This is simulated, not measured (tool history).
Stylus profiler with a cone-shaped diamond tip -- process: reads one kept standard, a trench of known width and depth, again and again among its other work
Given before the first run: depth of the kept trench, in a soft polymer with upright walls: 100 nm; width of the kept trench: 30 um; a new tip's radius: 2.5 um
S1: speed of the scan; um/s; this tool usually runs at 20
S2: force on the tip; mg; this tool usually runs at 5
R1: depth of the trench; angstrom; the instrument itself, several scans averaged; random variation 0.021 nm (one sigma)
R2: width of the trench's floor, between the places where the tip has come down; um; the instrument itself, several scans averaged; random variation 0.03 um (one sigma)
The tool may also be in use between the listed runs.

run,hour,S1,S2,R1,R2
1,0,20,5,1023.2,28.58
2,27.7,20,5,1023.3,28.52
3,70.5,20,5,1023,28.52
4,108.6,7,5,1023.1,28.57
5,153.5,7,5,1023.5,28.61
6,202,7,5,1023.7,28.56
7,231.8,20,6.92,1029.2,28.54
8,261,20,2.15,1013.5,28.47
9,292.9,20,2.15,1013.7,28.49
10,341,20,2.15,1013.7,28.52
11,385.5,20,5,1023.5,28.54
12,427.1,20,5,1023.7,28.52
13,464.3,20,8.27,1033,28.61
14,495.1,20,8.27,1033.4,28.51
15,543.5,20,8.27,1033.4,28.59
16,566.5,20,3.23,1018.2,28.5
17,600.5,20,3.23,1018.3,28.54
18,621.1,20,3.23,1018.4,28.48
19,658.9,20,8.52,1034.3,28.5
20,702.3,20,8.52,1033.8,28.49
21,723.2,46,12.76,1044.4,28.48
22,761.6,46,3.09,1018,28.4
23,807.3,10,3.09,1018.4,28.55
24,847.6,15,5.99,1027.3,28.53
25,896.1,8,4.32,1022.6,28.49
26,924.9,8,4.32,1022.7,28.54
27,947.7,55,1.68,1012.5,28.29
28,970.8,45,7.89,1032.7,28.44
29,1006,8,8.21,1033.8,28.56
30,1045.8,6,3.14,1018.9,28.52
31,1086.6,29,3.73,1021.2,28.39
32,1118.1,14,8.27,1034.3,28.57
33,1138.7,14,8.27,1034.2,28.49
34,1163.3,71,6.04,1028.5,28.37
35,1184,14,3.73,1020.8,28.51
36,1209.7,17,10.83,1040.9,28.46
37,1241.9,12,2.61,1017.2,28.52

4 options for the next run, each taken on its own from the tool as it stands now. Forecast them:
A,1273,12,3.82,?,?
B,1273,23,2.42,?,?
C,1273,10,2.61,?,?
D,1273,20,5.4,?,?

run,R1,R2
A,1021.4,28.42
B,1016.4,28.41
C,1016.7,28.5
D,1025.9,28.46
Without the tool's unlogged condition, the same runs would have read:
run,R1,R2
A,1019.2,28.51
B,1014.2,28.5
C,1014.5,28.59
D,1023.6,28.54
